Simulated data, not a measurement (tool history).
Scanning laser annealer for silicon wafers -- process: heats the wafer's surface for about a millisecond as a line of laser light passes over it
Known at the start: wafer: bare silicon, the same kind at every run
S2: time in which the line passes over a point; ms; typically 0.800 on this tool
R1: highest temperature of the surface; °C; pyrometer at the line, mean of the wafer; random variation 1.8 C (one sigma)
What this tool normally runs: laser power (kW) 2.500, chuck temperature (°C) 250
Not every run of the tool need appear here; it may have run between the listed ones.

Run 1, day 0.000: usual settings. Result: R1 1068 °C.
Run 2, day 1.771: usual settings. Result: R1 1061 °C.
Run 3, day 4.146: usual settings. Result: R1 1059 °C.
Run 4, day 7.138: usual settings but chuck temperature (°C) 231. Result: R1 1041 °C.
Run 5, day 10.092: usual settings but chuck temperature (°C) 231. Result: R1 1032 °C.
Run 6, day 12.675: usual settings but chuck temperature (°C) 265. Result: R1 1067 °C.
Run 7, day 14.808: usual settings but laser power (kW) 2.678. Result: R1 1106 °C.
Run 8, day 17.267: usual settings. Result: R1 1046 °C.
Run 9, day 20.450: usual settings. Result: R1 1043 °C.
Run 10, day 22.596: usual settings. Result: R1 1041 °C.
Run 11, day 25.262: usual settings. Result: R1 1036 °C.
Run 12, day 27.042: usual settings but S2 0.999 ms. Result: R1 1120 °C.
Run 13, day 28.825: usual settings but S2 0.999 ms, chuck temperature (°C) 222. Result: R1 1093 °C.
At day 30.375: optics aligned, line set to its width.
Run 14, day 31.033: usual settings but S2 0.999 ms, chuck temperature (°C) 222. Result: R1 1098 °C.
Run 15, day 34.038: usual settings but S2 0.999 ms, chuck temperature (°C) 222. Result: R1 1092 °C.
Run 16, day 37.004: usual settings but S2 0.999 ms, chuck temperature (°C) 222. Result: R1 1086 °C.
At day 38.171: window over the wafer cleaned.
Run 17, day 39.488: usual settings but S2 0.912 ms. Result: R1 1119 °C.
Run 18, day 41.471: usual settings but S2 0.912 ms. Result: R1 1121 °C.
Run 19, day 43.054: usual settings but S2 0.912 ms. Result: R1 1118 °C.
Run 20, day 46.188: usual settings. Result: R1 1064 °C.
Run 21, day 48.862: usual settings. Result: R1 1059 °C.
Run 22, day 51.025: usual settings but laser power (kW) 2.585, S2 0.570 ms, chuck temperature (°C) 289. Result: R1 1004 °C.
Run 23, day 54.088: usual settings but laser power (kW) 2.523, S2 0.993 ms. Result: R1 1147 °C.
Run 24, day 56.571: usual settings but S2 0.644 ms. Result: R1 974 °C.
Run 25, day 59.825: usual settings but S2 0.652 ms. Result: R1 977 °C.
Run 26, day 62.717: usual settings but S2 0.649 ms, chuck temperature (°C) 229. Result: R1 952 °C.
Run 27, day 64.075: usual settings but laser power (kW) 2.628, S2 0.695 ms, chuck temperature (°C) 290. Result: R1 1077 °C.
Run 28, day 66.217: usual settings but laser power (kW) 2.628, S2 0.577 ms, chuck temperature (°C) 247. Result: R1 962 °C.
Run 29, day 69.221: usual settings but S2 0.578 ms, chuck temperature (°C) 285. Result: R1 965 °C.
Run 30, day 71.850: usual settings but laser power (kW) 2.239, chuck temperature (°C) 227. Result: R1 932 °C.
Run 31, day 74.162: usual settings but laser power (kW) 2.239, chuck temperature (°C) 227. Result: R1 931 °C.
Run 32, day 77.129: usual settings but laser power (kW) 2.571, S2 0.602 ms, chuck temperature (°C) 241. Result: R1 947 °C.
Run 33, day 79.000: usual settings but laser power (kW) 2.571, S2 0.602 ms, chuck temperature (°C) 241. Result: R1 945 °C.
Run 34, day 81.929: usual settings but laser power (kW) 2.571, S2 0.602 ms, chuck temperature (°C) 241. Result: R1 943 °C.
At day 84.692: window over the wafer cleaned.
Run 35, day 84.729: usual settings but laser power (kW) 2.571, S2 0.602 ms, chuck temperature (°C) 241. Result: R1 978 °C.
Run 36, day 86.350: usual settings but laser power (kW) 2.442, S2 0.616 ms, chuck temperature (°C) 219. Result: R1 925 °C.
Run 37, day 89.638: usual settings but laser power (kW) 2.176, S2 0.723 ms, chuck temperature (°C) 247. Result: R1 919 °C.
Run 38, day 91.167: usual settings but laser power (kW) 2.320, S2 0.723 ms, chuck temperature (°C) 213. Result: R1 928 °C.
Run 39, day 93.846: usual settings but laser power (kW) 2.320, S2 0.723 ms, chuck temperature (°C) 213. Result: R1 925 °C.
Run 40, day 96.250: usual settings but laser power (kW) 2.685, S2 0.830 ms, chuck temperature (°C) 221. Result: R1 1098 °C.
Run 41, day 98.517: usual settings but laser power (kW) 2.685, S2 0.830 ms, chuck temperature (°C) 221. Result: R1 1098 °C.

What if the next run were any one of these 3? Each begins from the tool's condition after run 41:
Run A, day 101.046: usual settings but laser power (kW) 2.439, S2 0.581 ms, chuck temperature (°C) 267. Result: R1 ?.
Run B, day 101.046: usual settings but laser power (kW) 2.685, S2 0.830 ms, chuck temperature (°C) 231. Result: R1 ?.
Run C, day 101.046: usual settings but laser power (kW) 2.715, chuck temperature (°C) 223. Result: R1 ?.

run    R1
  A   939
  B  1107
  C  1096
Stripped of hidden state, with their random variation kept, the same runs would have yielded:
run    R1
  A   960
  B  1135
  C  1124
